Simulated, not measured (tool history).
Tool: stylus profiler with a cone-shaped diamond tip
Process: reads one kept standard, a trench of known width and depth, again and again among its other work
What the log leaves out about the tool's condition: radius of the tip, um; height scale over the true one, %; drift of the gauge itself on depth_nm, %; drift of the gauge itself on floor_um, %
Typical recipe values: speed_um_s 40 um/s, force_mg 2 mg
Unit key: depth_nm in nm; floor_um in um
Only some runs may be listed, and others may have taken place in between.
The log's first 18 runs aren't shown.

run   hour  speed_um_s  force_mg  scans with this tip  hours of work since the height scale was calibrated  depth_nm  floor_um
 19  530.6          28      1.68                 5291                                                 1228    503.26     97.19
 20  569.1          96      0.93                 5408                                                 1255     502.3     96.65
 21  604.3          28      1.74                 5516                                                 1280    503.51     97.21
     613.3  -- height scale calibrated on a step standard
 22  623.5          98      1.83                 5573                                                    7    503.45      96.9
 23  650.8          98      1.83                 5656                                                   27    503.52     96.87
 24    688         131      1.11                 5769                                                   53    502.33     96.54
 25  720.3          31      2.15                 5868                                                   76    504.12     97.18
 26  752.7         159      0.69                 5966                                                   99    502.02     96.08
 27  780.2          85      3.81                 6050                                                  118    505.72     97.06
 28  807.7          34       2.3                 6134                                                  137    504.14     97.22
 29    848          26      1.16                 6256                                                  166    502.87     97.13
 30  875.1          47      4.26                 6339                                                  185    506.31      97.2
 31  902.5          52      2.43                 6422                                                  205    504.33     97.14
 32  937.9          51      1.41                 6530                                                  230    502.84     97.08

4 options for the next run, each taken on its own from the tool as it stands now. Forecast them:
  A  972.9          40      4.33                 6637                                                  254         ?         ?
  B  972.9          51      2.49                 6637                                                  254         ?         ?
  C  972.9          11      0.94                 6637                                                  254         ?         ?
  D  972.9          44       2.3                 6637                                                  254         ?         ?

run  depth_nm  floor_um
  A    506.23     97.22
  B    504.43     97.17
  C     502.3     97.32
  D    504.04     97.13
Without the tool's hidden state the same runs would have given:
run  depth_nm  floor_um
  A    506.22     97.23
  B    504.43     97.18
  C     502.3     97.33
  D    504.04     97.14
